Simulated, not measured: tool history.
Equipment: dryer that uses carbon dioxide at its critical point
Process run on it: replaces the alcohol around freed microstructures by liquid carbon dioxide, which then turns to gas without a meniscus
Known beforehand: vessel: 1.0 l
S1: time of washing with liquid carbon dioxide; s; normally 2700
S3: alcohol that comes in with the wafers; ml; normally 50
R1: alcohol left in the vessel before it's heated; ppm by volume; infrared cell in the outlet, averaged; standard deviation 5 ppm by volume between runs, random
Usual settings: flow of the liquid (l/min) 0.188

run 1 hour=0 | S1=2700 flow_of_the_liquid_(l/min)=0.188 S3=50 | R1=48
run 2 hour=9.9 | S1=2700 flow_of_the_liquid_(l/min)=0.188 S3=50 | R1=48
run 3 hour=15.9 | S1=2700 flow_of_the_liquid_(l/min)=0.188 S3=50 | R1=52
run 4 hour=28.5 | S1=2880 flow_of_the_liquid_(l/min)=0.188 S3=50 | R1=43
run 5 hour=41 | S1=2700 flow_of_the_liquid_(l/min)=0.188 S3=39 | R1=49
run 6 hour=53.9 | S1=2100 flow_of_the_liquid_(l/min)=0.188 S3=50 | R1=155
run 7 hour=64.7 | S1=2700 flow_of_the_liquid_(l/min)=0.188 S3=25 | R1=49
run 8 hour=70.4 | S1=2700 flow_of_the_liquid_(l/min)=0.188 S3=25 | R1=61
run 9 hour=77.4 | S1=2700 flow_of_the_liquid_(l/min)=0.155 S3=50 | R1=131
run 10 hour=85.8 | S1=2160 flow_of_the_liquid_(l/min)=0.167 S3=29 | R1=157
run 11 hour=94.5 | S1=2160 flow_of_the_liquid_(l/min)=0.167 S3=29 | R1=155
run 12 hour=103 | S1=2700 flow_of_the_liquid_(l/min)=0.118 S3=59 | R1=578
run 13 hour=112.6 | S1=2700 flow_of_the_liquid_(l/min)=0.118 S3=59 | R1=580
run 14 hour=118.9 | S1=2160 flow_of_the_liquid_(l/min)=0.129 S3=25 | R1=448
run 15 hour=124.2 | S1=3600 flow_of_the_liquid_(l/min)=0.161 S3=104 | R1=64
run 16 hour=132.5 | S1=2460 flow_of_the_liquid_(l/min)=0.129 S3=39 | R1=377
run 17 hour=141.5 | S1=1680 flow_of_the_liquid_(l/min)=0.188 S3=50 | R1=450

Each row is a separate what-if for the run after 17, all from the same tool condition, not one after another. Results?
run A hour=146.9 | S1=1680 flow_of_the_liquid_(l/min)=0.229 S3=89 | R1=?
run B hour=146.9 | S1=1680 flow_of_the_liquid_(l/min)=0.188 S3=39 | R1=?
run C hour=146.9 | S1=2700 flow_of_the_liquid_(l/min)=0.147 S3=50 | R1=?

run=A R1=289
run=B R1=368
run=C R1=180
The same runs, with their run-to-run variation unchanged, on a tool lacking any hidden condition would have given:
run=A R1=172
run=B R1=240
run=C R1=95
